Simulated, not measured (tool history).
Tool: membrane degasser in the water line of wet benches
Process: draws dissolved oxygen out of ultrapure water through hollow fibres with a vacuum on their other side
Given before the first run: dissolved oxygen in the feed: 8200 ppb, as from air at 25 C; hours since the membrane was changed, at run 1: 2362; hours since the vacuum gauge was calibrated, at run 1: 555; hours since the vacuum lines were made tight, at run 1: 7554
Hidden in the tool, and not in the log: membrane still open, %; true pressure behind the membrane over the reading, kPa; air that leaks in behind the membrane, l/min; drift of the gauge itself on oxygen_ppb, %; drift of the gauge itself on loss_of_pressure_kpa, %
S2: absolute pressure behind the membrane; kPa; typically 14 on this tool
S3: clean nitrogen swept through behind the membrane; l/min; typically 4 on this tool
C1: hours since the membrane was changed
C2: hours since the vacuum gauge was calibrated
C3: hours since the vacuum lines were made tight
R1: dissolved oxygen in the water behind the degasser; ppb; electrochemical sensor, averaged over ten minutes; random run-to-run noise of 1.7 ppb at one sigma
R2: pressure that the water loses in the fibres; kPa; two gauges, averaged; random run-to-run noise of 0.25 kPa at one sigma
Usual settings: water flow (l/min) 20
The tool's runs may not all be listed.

run 1 hour=0 | water_flow_(l/min)=20 S2=14 S3=4 | C1=2362 C2=555 C3=7554 | R1=179.6 R2=69.41
run 2 hour=73.9 | water_flow_(l/min)=20 S2=14 S3=4 | C1=2436 C2=628 C3=7628 | R1=180.6 R2=69.19
run 3 hour=123.7 | water_flow_(l/min)=20 S2=14 S3=4 | C1=2486 C2=678 C3=7678 | R1=179.3 R2=69.38
run 4 hour=208.9 | water_flow_(l/min)=20 S2=14 S3=4 | C1=2571 C2=763 C3=7763 | R1=179.7 R2=69.13
run 5 hour=271.7 | water_flow_(l/min)=28 S2=14 S3=4 | C1=2634 C2=826 C3=7826 | R1=356.6 R2=97.01
run 6 hour=339.1 | water_flow_(l/min)=28 S2=14 S3=4 | C1=2701 C2=894 C3=7893 | R1=356.6 R2=96.74
run 7 hour=433.4 | water_flow_(l/min)=28 S2=14 S3=4 | C1=2795 C2=988 C3=7988 | R1=358.2 R2=96.96
run 8 hour=476.1 | water_flow_(l/min)=20 S2=14 S3=4 | C1=2838 C2=1031 C3=8030 | R1=182.4 R2=69.21
run 9 hour=539.3 | water_flow_(l/min)=20 S2=14 S3=4 | C1=2901 C2=1094 C3=8094 | R1=180.8 R2=69.36
run 10 hour=578.4 | water_flow_(l/min)=20 S2=14 S3=4 | C1=2940 C2=1133 C3=8133 | R1=180.3 R2=69.58
run 11 hour=656.5 | water_flow_(l/min)=18 S2=14 S3=4 | C1=3019 C2=1211 C3=8211 | R1=148.5 R2=62.47
run 12 hour=704.7 | water_flow_(l/min)=20 S2=14 S3=4 | C1=3067 C2=1259 C3=8259 | R1=179.7 R2=69.53
run 13 hour=756.2 | water_flow_(l/min)=18 S2=14 S3=4 | C1=3118 C2=1311 C3=8311 | R1=148.2 R2=62.32
run 14 hour=846 | water_flow_(l/min)=20 S2=14 S3=4 | C1=3208 C2=1400 C3=8400 | R1=178.8 R2=69.26
run 15 hour=911.9 | water_flow_(l/min)=20 S2=33.7 S3=4 | C1=3274 C2=1466 C3=8466 | R1=420.8 R2=69.34
run 16 hour=971 | water_flow_(l/min)=20 S2=33.7 S3=4 | C1=3333 C2=1526 C3=8525 | R1=417.6 R2=69.79
run 17 hour=1056.7 | water_flow_(l/min)=20 S2=33.7 S3=4 | C1=3419 C2=1611 C3=8611 | R1=416.6 R2=69.64
run 18 hour=1124.7 | water_flow_(l/min)=12 S2=20.2 S3=2.8 | C1=3487 C2=1679 C3=8679 | R1=186.3 R2=41.69
run 19 hour=1204.4 | water_flow_(l/min)=12 S2=20.2 S3=2.8 | C1=3566 C2=1759 C3=8759 | R1=187.5 R2=42.27
run 20 hour=1256.3 | water_flow_(l/min)=12 S2=20.2 S3=2.8 | C1=3618 C2=1811 C3=8811 | R1=184.4 R2=42.21
run 21 hour=1297.7 | water_flow_(l/min)=12 S2=20.2 S3=2.8 | C1=3660 C2=1852 C3=8852 | R1=187.3 R2=41.69
run 22 hour=1377.7 | water_flow_(l/min)=19 S2=24.4 S3=9.05 | C1=3740 C2=1932 C3=8932 | R1=151.9 R2=66.24
run 23 hour=1459.6 | water_flow_(l/min)=18 S2=24.4 S3=7.17 | C1=3822 C2=2014 C3=9014 | R1=165.5 R2=62.95
run 24 hour=1520 | water_flow_(l/min)=27 S2=18.5 S3=6.51 | C1=3882 C2=2074 C3=9074 | R1=316.7 R2=94.18
run 25 hour=1605 | water_flow_(l/min)=27 S2=18.5 S3=6.51 | C1=3967 C2=2160 C3=9159 | R1=318.4 R2=94.76
run 26 hour=1684.7 | water_flow_(l/min)=25 S2=10.7 S3=4 | C1=4047 C2=2239 C3=9239 | R1=246.4 R2=87.85
run 27 hour=1754.9 | water_flow_(l/min)=22 S2=22.5 S3=7.94 | C1=4117 C2=2309 C3=9309 | R1=211.4 R2=76.99
run 28 hour=1826.9 | water_flow_(l/min)=32 S2=14 S3=1.69 | C1=4189 C2=2381 C3=9381 | R1=719.6 R2=112.34
run 29 hour=1902.8 | water_flow_(l/min)=17 S2=14 S3=4 | C1=4265 C2=2457 C3=9457 | R1=138.5 R2=59.63
run 30 hour=1964.6 | water_flow_(l/min)=27 S2=11.8 S3=2.09 | C1=4327 C2=2519 C3=9519 | R1=416.8 R2=94.89
run 31 hour=2008.9 | water_flow_(l/min)=21 S2=20.7 S3=2.28 | C1=4371 C2=2563 C3=9563 | R1=436.7 R2=74.2
run 32 hour=2078.1 | water_flow_(l/min)=18 S2=20.7 S3=2.28 | C1=4440 C2=2633 C3=9632 | R1=367.9 R2=63.61

Measured result minus the same run's result without the hidden state. Both carry the same run-to-run variation, though not necessarily the same gauge scatter:
run=1 R1=+8.1 R2=+1.4
run=2 R1=+8.3 R2=+1.44
run=3 R1=+8.5 R2=+1.48
run=4 R1=+8.7 R2=+1.54
run=5 R1=+18.3 R2=+2.2
run=6 R1=+18.7 R2=+2.25
run=7 R1=+19.5 R2=+2.34
run=8 R1=+9.7 R2=+1.69
run=9 R1=+9.8 R2=+1.74
run=10 R1=+10 R2=+1.76
run=11 R1=+8.1 R2=+1.63
run=12 R1=+10.3 R2=+1.84
run=13 R1=+8.3 R2=+1.69
run=14 R1=+10.7 R2=+1.93
run=15 R1=+17.4 R2=+1.96
run=16 R1=+17.5 R2=+1.99
run=17 R1=+17.8 R2=+2.06
run=18 R1=+10 R2=+1.26
run=19 R1=+10.2 R2=+1.29
run=20 R1=+10.1 R2=+1.32
run=21 R1=+10.3 R2=+1.31
run=22 R1=+10.5 R2=+2.14
run=23 R1=+10.6 R2=+2.08
run=24 R1=+24.7 R2=+3.16
run=25 R1=+25.4 R2=+3.24
run=26 R1=+22.4 R2=+3.07
run=27 R1=+16.8 R2=+2.74
run=28 R1=+41.6 R2=+4.06
run=29 R1=+10.2 R2=+2.2
run=30 R1=+30.5 R2=+3.54
run=31 R1=+22.7 R2=+2.79
run=32 R1=+19.1 R2=+2.43
